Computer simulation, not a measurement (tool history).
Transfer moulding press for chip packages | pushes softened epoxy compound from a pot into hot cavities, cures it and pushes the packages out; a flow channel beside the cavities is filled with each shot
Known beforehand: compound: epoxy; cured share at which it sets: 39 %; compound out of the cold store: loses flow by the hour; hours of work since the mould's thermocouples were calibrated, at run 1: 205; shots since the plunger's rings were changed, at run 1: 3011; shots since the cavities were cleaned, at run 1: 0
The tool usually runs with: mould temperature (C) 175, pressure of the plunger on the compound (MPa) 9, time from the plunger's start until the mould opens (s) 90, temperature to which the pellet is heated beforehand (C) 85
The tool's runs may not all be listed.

run,hour,mould temperature (C),pressure of the plunger on the compound (MPa),time from the plunger's start until the mould opens (s),temperature to which the pellet is heated beforehand (C),hours of work since the mould's thermocouples were calibrated,shots since the plunger's rings were changed,shots since the cavities were cleaned,incoming compound's hours out of the cold store,length that the compound runs in the flow channel (mm),greatest force on the pins that push the packages out (N)
1,0,175,9,90,85,205,3011,0,13.8,924,438
2,9.1,175,9,90,85,210,3109,98,22,911,498
3,18.6,175,9,90,85,215,3211,200,36.3,889,532
4,31.7,181,9,90,85,221,3351,340,32.2,869,480
5,46.9,181,9,90,85,229,3513,502,43.1,849,547
6,65,175,9,103,85,238,3708,697,16.2,919,605
# hour 67.6: cavities cleaned with cleaning compound and waxed
7,84.2,175,9,103,85,246,3898,178,20.5,912,463
8,102.2,175,8.93,72,85,255,4090,370,15.6,917,1027
# hour 105.9: mould's thermocouples calibrated
# hour 124.2: plunger's sealing rings changed
9,124.2,171,8.93,118,88,8,0,558,9.1,986,586
# hour 140: cavities cleaned with cleaning compound and waxed
10,140.2,171,8.93,118,88,15,156,3,26.9,953,391

The next listed run, before its measurement:
11,155.1,182,9,110,88,22,315,162,38.7,?,?

{"run 11": {"length that the compound runs in the flow channel (mm)": 882, "greatest force on the pins that push the packages out (N)": 422}}
If the tool had no hidden condition, the same run with the same run-to-run variation would have returned length that the compound runs in the flow channel (mm) 883, greatest force on the pins that push the packages out (N) 352.
